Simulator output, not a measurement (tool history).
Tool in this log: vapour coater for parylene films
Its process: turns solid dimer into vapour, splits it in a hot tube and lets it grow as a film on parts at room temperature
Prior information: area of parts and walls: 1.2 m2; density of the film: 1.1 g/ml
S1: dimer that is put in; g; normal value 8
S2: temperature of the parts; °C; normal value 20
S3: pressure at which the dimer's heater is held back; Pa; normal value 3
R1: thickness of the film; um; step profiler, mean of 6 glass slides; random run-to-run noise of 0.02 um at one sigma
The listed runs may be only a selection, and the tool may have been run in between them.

run,day,S1,S2,S3,R1
1,0,8,20,3,4.27
2,0.558,8,20,3,4.25
3,1.396,8,20,3,4.24
4,1.85,8,20,3,4.28
5,2.717,8,20,2.06,4.47
6,3.562,8,20,2.06,4.53
7,3.946,10,20,2.06,5.66
8,4.792,8,20,3,4.18
9,5.629,8,12,3,4.95
10,6.538,8,12,3,4.94
11,7.033,8,12,3,4.87
12,7.892,8,12,3,4.9
13,8.521,8,20,3,4.21
14,8.979,8,20,3,4.12
15,9.7,6,20,3,3.13
16,10.258,6,20,3,3.15
17,10.933,6,20,3,3.14
18,11.804,8,21,3,4.11
19,12.608,8,20,8.36,3.48
20,13.383,8,20,8.36,3.46
21,13.954,8,20,8.36,3.47
22,14.462,8,13,8.36,3.94
23,14.954,12,20,3,6.21
24,15.604,4,25,5.81,1.66
25,16.208,8,30,2.85,3.45
26,17.275,5,22,8.9,2.07
27,18.021,5,22,8.9,2.04
28,18.504,5,22,8.9,2.03
29,19.25,4,13,3,2.38
30,19.879,11,13,4.88,5.97
31,20.304,11,18,4.88,5.43
32,21.129,11,18,4.88,5.42
33,21.812,11,18,4.88,5.4
34,22.55,3,18,3.79,1.53
35,23.146,13,32,3,5.5
36,24,9,32,11.42,2.96
37,24.7,9,32,11.42,2.95
38,25.562,5,32,3.56,2.04
39,26.267,8,13,4.97,4.37
40,27.083,8,13,4.97,4.43
41,27.717,8,13,4.97,4.41
42,28.562,4,23,3.3,1.96
43,29.258,7,25,3,3.35
44,30.012,7,25,3,3.34
45,30.788,7,25,6.69,2.89
46,31.479,9,17,2.53,5.19

Not shown here: 2 entries made in the log between runs. Locate each between two listed runs and compare the hidden state at the listed run before it with the hidden state at the listed run after it:
After run 25, before run 26: trap's valve overhauled (day 17.275)
  vapour lost through the trap's worn valve, %: 0.5 -> 0; drift of the gauge itself on film_um, %: -2.01 -> -2.13
  what was measured, less what the result would be without the hidden state, R1: -0.08 -> -0.04 um
After run 34, before run 35: gauge calibrated (day 22.838)
  drift of the gauge itself on film_um, %: -2.78 -> -0.04
  what was measured, less what the result would be without the hidden state, R1: -0.05 -> -0.01 um
